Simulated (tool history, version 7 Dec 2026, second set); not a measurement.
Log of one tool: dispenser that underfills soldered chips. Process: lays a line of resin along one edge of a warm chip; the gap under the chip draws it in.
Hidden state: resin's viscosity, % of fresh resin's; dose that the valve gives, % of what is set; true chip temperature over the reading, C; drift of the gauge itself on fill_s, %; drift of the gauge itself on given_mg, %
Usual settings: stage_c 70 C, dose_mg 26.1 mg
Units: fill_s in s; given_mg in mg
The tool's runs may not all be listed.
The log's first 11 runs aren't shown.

| run | hour | stage_c | dose_mg | hours of work since the syringe was changed | hours of work since the valve was cleaned | hours of work since the stage was calibrated | fill_s | given_mg |
|---|---|---|---|---|---|---|---|---|
|  | 82.1 | new syringe of resin |
| 12 | 82.1 | 66 | 26.1 | 0 | 7 | 132 | 98.9 | 25.97 |
|  | 89.7 | new syringe of resin |
| 13 | 90.5 | 80 | 26.1 | 1 | 13 | 138 | 63.4 | 25.82 |
| 14 | 95.2 | 80 | 26.1 | 4 | 16 | 141 | 71.6 | 25.76 |
|  | 98.1 | new syringe of resin |
| 15 | 101.1 | 80 | 26.1 | 2 | 20 | 145 | 66.8 | 25.56 |
|  | 106 | new syringe of resin |
| 16 | 106.1 | 80 | 26.1 | 0 | 23 | 148 | 63.4 | 25.71 |
| 17 | 111 | 70 | 26.8 | 4 | 27 | 152 | 101.4 | 26.57 |
|  | 114.1 | new syringe of resin |
| 18 | 117.7 | 77 | 26.1 | 3 | 31 | 156 | 73.4 | 25.4 |
|  | 121.8 | new syringe of resin |
| 19 | 126.1 | 77 | 26.1 | 3 | 37 | 162 | 76.8 | 25.23 |
|  | 130.1 | new syringe of resin |
| 20 | 135.2 | 75 | 25.9 | 4 | 43 | 168 | 83.8 | 25.24 |
|  | 137.9 | new syringe of resin |
| 21 | 142.4 | 78 | 25.7 | 3 | 48 | 173 | 76.4 | 24.51 |
|  | 145.7 | new syringe of resin |
| 22 | 147.6 | 78 | 25.7 | 1 | 51 | 176 | 69.4 | 24.77 |
| 23 | 152.3 | 63 | 26.9 | 5 | 54 | 180 | 135.1 | 25.7 |
|  | 153.5 | new syringe of resin |
| 24 | 158.8 | 78 | 31.1 | 4 | 59 | 184 | 75 | 29.47 |
|  | 161.5 | new syringe of resin |
| 25 | 166.6 | 69 | 30 | 4 | 64 | 189 | 101.6 | 28.42 |
|  | 169.3 | new syringe of resin |
| 26 | 171.6 | 69 | 30 | 2 | 67 | 193 | 95.6 | 28.44 |
|  | 177.2 | new syringe of resin |
| 27 | 179.8 | 67 | 30 | 2 | 73 | 198 | 105.1 | 28.11 |
|  | 185.5 | new syringe of resin |
| 28 | 188.9 | 78 | 27.9 | 2 | 79 | 204 | 74.1 | 26.2 |
|  | 193.7 | new syringe of resin |
| 29 | 195.5 | 65 | 27.9 | 1 | 84 | 209 | 110.3 | 25.78 |
|  | 201.9 | new syringe of resin |
| 30 | 205.1 | 78 | 31.8 | 2 | 90 | 215 | 72 | 29.25 |
|  | 209.9 | new syringe of resin |
|  | 211.7 | dispensing valve cleaned and set on the balance |
| 31 | 215.3 | 68 | 33.9 | 3 | 3 | 222 | 105.2 | 34.08 |
|  | 218.8 | new syringe of resin |
| 32 | 222.9 | 65 | 30 | 3 | 8 | 227 | 116.2 | 29.97 |
|  | 226.5 | new syringe of resin |
| 33 | 233.6 | 78 | 29.3 | 5 | 15 | 234 | 82.2 | 29.19 |

5 ways to go on from here, each from the tool as it stands after run 33. What would each give?
|  | 234.8 | new syringe of resin |
| A | 241.8 | 60 | 26.1 | 5 | 21 | 240 | ? | ? |
|  | 234.8 | new syringe of resin |
| B | 241.8 | 68 | 29.3 | 5 | 21 | 240 | ? | ? |
|  | 234.8 | new syringe of resin |
| C | 241.8 | 74 | 24.7 | 5 | 21 | 240 | ? | ? |
|  | 234.8 | new syringe of resin |
| D | 241.8 | 84 | 29.1 | 5 | 21 | 240 | ? | ? |
|  | 234.8 | new syringe of resin |
| E | 241.8 | 63 | 29.3 | 5 | 21 | 240 | ? | ? |

| run | fill_s | given_mg |
|---|---|---|
| A | 157.3 | 25.69 |
| B | 113.8 | 28.62 |
| C | 94.2 | 24.43 |
| D | 65.3 | 28.93 |
| E | 137.2 | 29.11 |
Without the tool's hidden state the same runs would have given:
| run | fill_s | given_mg |
|---|---|---|
| A | 121.7 | 26.07 |
| B | 88.3 | 29.05 |
| C | 73.2 | 24.79 |
| D | 51.1 | 29.36 |
| E | 106.4 | 29.54 |

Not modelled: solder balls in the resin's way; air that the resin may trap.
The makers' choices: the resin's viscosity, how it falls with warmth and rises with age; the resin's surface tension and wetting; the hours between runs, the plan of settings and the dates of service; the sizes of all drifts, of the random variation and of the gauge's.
